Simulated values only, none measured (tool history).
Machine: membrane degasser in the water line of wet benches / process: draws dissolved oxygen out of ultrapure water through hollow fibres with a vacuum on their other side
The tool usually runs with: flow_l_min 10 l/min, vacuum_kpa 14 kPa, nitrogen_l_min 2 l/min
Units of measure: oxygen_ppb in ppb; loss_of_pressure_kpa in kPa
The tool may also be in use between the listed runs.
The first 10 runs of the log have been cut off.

run	hour	flow_l_min	vacuum_kpa	nitrogen_l_min	oxygen_ppb	loss_of_pressure_kpa
11	347.9	10	14	2	134.8	59.91
12	388.1	10	14	2	134.7	60.43
13	421.3	10	14	2	133.8	60.18
14	466.2	10	22.2	2	232.4	60.59
15	498.7	10	14	2.4	114	60.52
16	535.1	10	14	2.4	113.1	60.08
17	555.7	10	14	2.4	113.5	60.69
18	595.7	8	12.4	2.4	77	48.32
19	630	8	12.4	2.4	78.3	48.42
20	667.2	8	12.4	2.4	78.3	48.02
21	701.4	6	30.8	4.83	88.2	36.31
22	733.3	14	24	4.32	174.8	84.69
23	766.6	6	8.4	4.64	18	36.31
24	810.6	11	25.1	1.56	363.7	66.85
25	840.6	10	34.9	2	381.5	60.17
26	866.6	11	16.4	5.81	66.6	66.68
27	910.9	11	13.9	1.5	191.7	66.6
28	954.5	10	20.5	3.35	131.2	60.88
29	988.7	15	14	2	208.7	90.26
30	1033.3	15	14	2	209	90.74
31	1068.3	7	17	2	122.9	42.39
32	1101.5	14	9.6	2	120.2	85.26
33	1129.7	6	16.2	2	100	36.65

Alternative continuations, all from the tool just after run 33; predict every row:
A	1160.3	6	22.3	4.1	?	?
B	1160.3	13	16.2	3.35	?	?
C	1160.3	7	31.7	2.67	?	?

run	oxygen_ppb	loss_of_pressure_kpa
A	72.8	36.39
B	132.1	78.57
C	187.7	42.12
With the hidden condition removed and each run's random variation left untouched, the same runs would have given:
run	oxygen_ppb	loss_of_pressure_kpa
A	70.4	36.06
B	129	77.86
C	182.6	41.73

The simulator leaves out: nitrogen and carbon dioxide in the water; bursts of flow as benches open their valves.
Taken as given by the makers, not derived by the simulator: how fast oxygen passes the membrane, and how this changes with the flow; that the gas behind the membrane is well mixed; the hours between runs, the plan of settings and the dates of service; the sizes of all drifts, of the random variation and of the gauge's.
